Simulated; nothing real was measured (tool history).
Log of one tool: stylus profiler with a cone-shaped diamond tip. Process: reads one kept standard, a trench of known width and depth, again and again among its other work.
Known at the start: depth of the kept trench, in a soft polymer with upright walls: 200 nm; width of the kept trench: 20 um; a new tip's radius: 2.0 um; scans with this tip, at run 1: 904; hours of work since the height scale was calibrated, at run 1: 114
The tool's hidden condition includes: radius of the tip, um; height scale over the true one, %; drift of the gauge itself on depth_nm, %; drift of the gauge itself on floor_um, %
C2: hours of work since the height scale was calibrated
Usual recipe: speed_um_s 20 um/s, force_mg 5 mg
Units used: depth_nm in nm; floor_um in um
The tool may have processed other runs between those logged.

{"run": 1, "hour": 0.0, "speed_um_s": 20, "force_mg": 5, "scans with this tip": 904, "C2": 114, "depth_nm": 204, "floor_um": 18.26}
{"run": 2, "hour": 27.0, "speed_um_s": 20, "force_mg": 3.47, "scans with this tip": 1075, "C2": 135, "depth_nm": 203, "floor_um": 18.2}
{"run": 3, "hour": 54.1, "speed_um_s": 20, "force_mg": 3.47, "scans with this tip": 1245, "C2": 156, "depth_nm": 203, "floor_um": 18.19}
{"run": 4, "hour": 73.0, "speed_um_s": 20, "force_mg": 3.47, "scans with this tip": 1364, "C2": 171, "depth_nm": 203.19, "floor_um": 18.25}
{"run": 5, "hour": 97.6, "speed_um_s": 9, "force_mg": 5, "scans with this tip": 1519, "C2": 191, "depth_nm": 203.77, "floor_um": 18.28}
{"run": 6, "hour": 127.8, "speed_um_s": 20, "force_mg": 2.81, "scans with this tip": 1709, "C2": 215, "depth_nm": 202.5, "floor_um": 18.25}
{"run": 7, "hour": 155.6, "speed_um_s": 20, "force_mg": 2.81, "scans with this tip": 1884, "C2": 237, "depth_nm": 202.44, "floor_um": 18.25}
{"run": 8, "hour": 185.8, "speed_um_s": 20, "force_mg": 2.81, "scans with this tip": 2074, "C2": 261, "depth_nm": 202.72, "floor_um": 18.25}
{"run": 9, "hour": 217.2, "speed_um_s": 5, "force_mg": 5, "scans with this tip": 2272, "C2": 286, "depth_nm": 203.87, "floor_um": 18.27}
{"run": 10, "hour": 241.8, "speed_um_s": 35, "force_mg": 5, "scans with this tip": 2427, "C2": 305, "depth_nm": 203.96, "floor_um": 18.18}
{"run": 11, "hour": 274.4, "speed_um_s": 20, "force_mg": 11.41, "scans with this tip": 2633, "C2": 331, "depth_nm": 206.68, "floor_um": 18.22}
{"run": 12, "hour": 292.2, "speed_um_s": 20, "force_mg": 7.67, "scans with this tip": 2745, "C2": 345, "depth_nm": 205.22, "floor_um": 18.23}
{"run": 13, "hour": 309.6, "speed_um_s": 74, "force_mg": 7.67, "scans with this tip": 2854, "C2": 359, "depth_nm": 205.26, "floor_um": 18.19}
{"run": 14, "hour": 324.5, "speed_um_s": 20, "force_mg": 5, "scans with this tip": 2948, "C2": 371, "depth_nm": 203.89, "floor_um": 18.21}
{"run": 15, "hour": 340.6, "speed_um_s": 20, "force_mg": 5, "scans with this tip": 3049, "C2": 383, "depth_nm": 203.8, "floor_um": 18.19}
{"run": 16, "hour": 360.3, "speed_um_s": 20, "force_mg": 5, "scans with this tip": 3174, "C2": 399, "depth_nm": 203.89, "floor_um": 18.26}
{"run": 17, "hour": 374.8, "speed_um_s": 20, "force_mg": 5, "scans with this tip": 3265, "C2": 410, "depth_nm": 203.94, "floor_um": 18.26}
{"run": 18, "hour": 401.9, "speed_um_s": 20, "force_mg": 5, "scans with this tip": 3435, "C2": 432, "depth_nm": 203.88, "floor_um": 18.29}
{"run": 19, "hour": 426.0, "speed_um_s": 20, "force_mg": 5, "scans with this tip": 3588, "C2": 451, "depth_nm": 203.89, "floor_um": 18.22}
{"run": 20, "hour": 441.1, "speed_um_s": 66, "force_mg": 4.22, "scans with this tip": 3682, "C2": 463, "depth_nm": 203.53, "floor_um": 18.13}
{"run": 21, "hour": 460.2, "speed_um_s": 66, "force_mg": 4.22, "scans with this tip": 3803, "C2": 478, "depth_nm": 203.5, "floor_um": 18.12}
{"run": 22, "hour": 478.2, "speed_um_s": 66, "force_mg": 4.22, "scans with this tip": 3916, "C2": 492, "depth_nm": 203.36, "floor_um": 18.14}
{"run": 23, "hour": 504.8, "speed_um_s": 66, "force_mg": 4.22, "scans with this tip": 4084, "C2": 513, "depth_nm": 203.3, "floor_um": 18.21}
{"run": 24, "hour": 525.2, "speed_um_s": 8, "force_mg": 7.82, "scans with this tip": 4212, "C2": 529, "depth_nm": 205.19, "floor_um": 18.22}
{"run": 25, "hour": 545.6, "speed_um_s": 20, "force_mg": 12.03, "scans with this tip": 4341, "C2": 546, "depth_nm": 206.78, "floor_um": 18.2}
{"run": 26, "hour": 561.5, "speed_um_s": 20, "force_mg": 12.03, "scans with this tip": 4441, "C2": 558, "depth_nm": 206.88, "floor_um": 18.17}
{"run": 27, "hour": 592.5, "speed_um_s": 32, "force_mg": 1.96, "scans with this tip": 4636, "C2": 583, "depth_nm": 201.85, "floor_um": 18.17}
{"run": 28, "hour": 615.4, "speed_um_s": 32, "force_mg": 1.96, "scans with this tip": 4780, "C2": 601, "depth_nm": 202.22, "floor_um": 18.22}
{"run": 29, "hour": 641.7, "speed_um_s": 20, "force_mg": 2.52, "scans with this tip": 4946, "C2": 622, "depth_nm": 202.42, "floor_um": 18.23}
{"run": 30, "hour": 664.6, "speed_um_s": 26, "force_mg": 3.34, "scans with this tip": 5090, "C2": 640, "depth_nm": 203.01, "floor_um": 18.22}
{"run": 31, "hour": 692.2, "speed_um_s": 20, "force_mg": 2.83, "scans with this tip": 5264, "C2": 662, "depth_nm": 202.89, "floor_um": 18.26}
{"run": 32, "hour": 714.4, "speed_um_s": 20, "force_mg": 2.83, "scans with this tip": 5404, "C2": 679, "depth_nm": 202.72, "floor_um": 18.2}
{"run": 33, "hour": 740.8, "speed_um_s": 38, "force_mg": 14, "scans with this tip": 5570, "C2": 700, "depth_nm": 207.71, "floor_um": 18.26}
{"run": 34, "hour": 756.4, "speed_um_s": 20, "force_mg": 9.72, "scans with this tip": 5668, "C2": 712, "depth_nm": 205.92, "floor_um": 18.25}
{"run": 35, "hour": 786.3, "speed_um_s": 25, "force_mg": 5, "scans with this tip": 5857, "C2": 736, "depth_nm": 203.75, "floor_um": 18.26}
{"run": 36, "hour": 809.8, "speed_um_s": 6, "force_mg": 6.45, "scans with this tip": 6005, "C2": 755, "depth_nm": 204.8, "floor_um": 18.25}
{"run": 37, "hour": 835.8, "speed_um_s": 6, "force_mg": 6.45, "scans with this tip": 6168, "C2": 775, "depth_nm": 204.63, "floor_um": 18.22}

3 options for the next run, each taken on its own from the tool as it stands now. Forecast them:
{"run": "A", "hour": 853.9, "speed_um_s": 10, "force_mg": 5, "scans with this tip": 6282, "C2": 790, "depth_nm": "?", "floor_um": "?"}
{"run": "B", "hour": 853.9, "speed_um_s": 49, "force_mg": 2.61, "scans with this tip": 6282, "C2": 790, "depth_nm": "?", "floor_um": "?"}
{"run": "C", "hour": 853.9, "speed_um_s": 46, "force_mg": 9.87, "scans with this tip": 6282, "C2": 790, "depth_nm": "?", "floor_um": "?"}

run=A depth_nm=203.94 floor_um=18.2
run=B depth_nm=202.56 floor_um=18.19
run=C depth_nm=205.95 floor_um=18.17
What these runs would have given with no unlogged condition in the tool:
run=A depth_nm=203.92 floor_um=18.2
run=B depth_nm=202.54 floor_um=18.2
run=C depth_nm=205.93 floor_um=18.18

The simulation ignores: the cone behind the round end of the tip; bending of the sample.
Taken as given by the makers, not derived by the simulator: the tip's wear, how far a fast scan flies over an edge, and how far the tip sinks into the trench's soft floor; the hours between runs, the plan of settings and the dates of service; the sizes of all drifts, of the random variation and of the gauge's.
